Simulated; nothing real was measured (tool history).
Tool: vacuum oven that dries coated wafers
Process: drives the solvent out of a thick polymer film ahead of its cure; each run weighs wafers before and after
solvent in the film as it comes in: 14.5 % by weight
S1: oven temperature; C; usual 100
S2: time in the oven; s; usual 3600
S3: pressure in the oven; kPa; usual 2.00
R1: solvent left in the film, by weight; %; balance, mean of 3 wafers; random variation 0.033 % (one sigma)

run 1 hour=0.0 | S1=100 S2=3600 S3=2.00 | R1=1.66
run 2 hour=53.8 | S1=100 S2=3600 S3=2.00 | R1=1.72
run 3 hour=83.1 | S1=100 S2=3600 S3=2.00 | R1=1.65
run 4 hour=117.7 | S1=100 S2=3600 S3=2.00 | R1=1.64
run 5 hour=183.4 | S1=100 S2=3120 S3=2.00 | R1=1.91
run 6 hour=218.3 | S1=100 S2=3600 S3=2.00 | R1=1.67
run 7 hour=275.1 | S1=100 S2=3600 S3=2.00 | R1=1.69
-- hour=280.7 oven's thermocouples calibrated
run 8 hour=312.6 | S1=100 S2=3600 S3=2.00 | R1=1.64
run 9 hour=360.7 | S1=100 S2=3600 S3=2.00 | R1=1.55
run 10 hour=427.8 | S1=100 S2=5340 S3=4.84 | R1=2.27
-- hour=433.6 oven's thermocouples calibrated, once more
run 11 hour=464.1 | S1=98 S2=6240 S3=4.67 | R1=2.59
run 12 hour=533.4 | S1=112 S2=4380 S3=3.50 | R1=1.15
run 13 hour=602.7 | S1=100 S2=6120 S3=2.00 | R1=1.26
run 14 hour=655.0 | S1=101 S2=5100 S3=4.17 | R1=2.16
run 15 hour=685.2 | S1=101 S2=5100 S3=4.17 | R1=2.18
run 16 hour=729.4 | S1=101 S2=5100 S3=4.17 | R1=2.16

3 ways to go on from here, each from the tool as it stands after run 16. What would each give?
run A hour=783.7 | S1=100 S2=3600 S3=3.37 | R1=?
run B hour=783.7 | S1=97 S2=5100 S3=1.81 | R1=?
run C hour=783.7 | S1=101 S2=5100 S3=4.76 | R1=?

run=A R1=2.41
run=B R1=1.66
run=C R1=2.43
Without the tool's hidden state the same runs would have given:
run=A R1=2.16
run=B R1=1.38
run=C R1=2.18

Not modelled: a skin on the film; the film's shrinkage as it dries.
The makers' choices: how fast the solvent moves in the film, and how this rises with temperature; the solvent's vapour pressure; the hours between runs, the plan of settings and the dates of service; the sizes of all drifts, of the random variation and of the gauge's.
